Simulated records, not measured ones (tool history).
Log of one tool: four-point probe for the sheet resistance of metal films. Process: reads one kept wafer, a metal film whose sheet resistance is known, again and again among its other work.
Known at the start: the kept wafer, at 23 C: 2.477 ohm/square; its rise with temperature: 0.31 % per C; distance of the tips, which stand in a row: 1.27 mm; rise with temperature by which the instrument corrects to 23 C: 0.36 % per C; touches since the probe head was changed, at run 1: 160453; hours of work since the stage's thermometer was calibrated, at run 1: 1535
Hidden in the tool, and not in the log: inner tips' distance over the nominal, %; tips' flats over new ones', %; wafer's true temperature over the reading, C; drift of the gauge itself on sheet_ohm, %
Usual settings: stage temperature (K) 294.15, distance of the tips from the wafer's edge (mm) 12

run	hour	stage temperature (K)	distance of the tips from the wafer's edge (mm)	touches since the probe head was changed	hours of work since the stage's thermometer was calibrated	sheet resistance as the instrument gives it (ohm/square)
1	0.0	294.15	12	160453	1535	2.494725
2	67.2	294.15	17	162912	1587	2.487460
3	130.0	294.15	17	165211	1635	2.487016
4	215.4	294.15	19	168339	1701	2.485357
5	295.0	294.15	19	171251	1762	2.486330
6	394.0	294.15	3	174877	1839	2.695971
7	463.3	294.15	12	177412	1892	2.495308
# hour 471.0: stage's thermometer calibrated
8	542.6	294.15	12	180297	55	2.495685
9	668.5	294.15	12	184904	152	2.495689
10	724.5	294.15	12	186957	195	2.495433
# hour 773.8: new probe head fitted
11	806.1	305.15	12	1180	258	2.479129
12	914.1	294.15	12	5134	341	2.495409
13	1030.3	294.15	12	9389	431	2.495681
14	1094.9	294.15	12	11751	480	2.494990
15	1188.5	294.15	5	15178	552	2.563972
16	1263.6	295.15	12	17928	610	2.492550
17	1347.0	294.15	67	20980	675	2.481171
18	1445.2	294.15	67	24577	750	2.480440
19	1534.8	294.15	67	27854	819	2.480147
20	1643.2	294.15	67	31824	903	2.480538
21	1713.3	294.15	67	34389	957	2.480330
22	1793.2	302.15	30	37313	1019	2.470859
23	1846.6	295.15	3	39267	1060	2.695473
24	1913.8	293.15	48	41729	1112	2.481343
25	2006.0	301.15	67	45104	1183	2.469760
26	2084.4	301.15	30	47974	1243	2.472001

The next listed run, before its measurement:
27	2200.7	298.15	20	52232	1333	?

{"run 27": {"sheet resistance as the instrument gives it (ohm/square)": 2.479537}}
Without the tool's hidden state the same run would have given sheet resistance as the instrument gives it (ohm/square) 2.479528.

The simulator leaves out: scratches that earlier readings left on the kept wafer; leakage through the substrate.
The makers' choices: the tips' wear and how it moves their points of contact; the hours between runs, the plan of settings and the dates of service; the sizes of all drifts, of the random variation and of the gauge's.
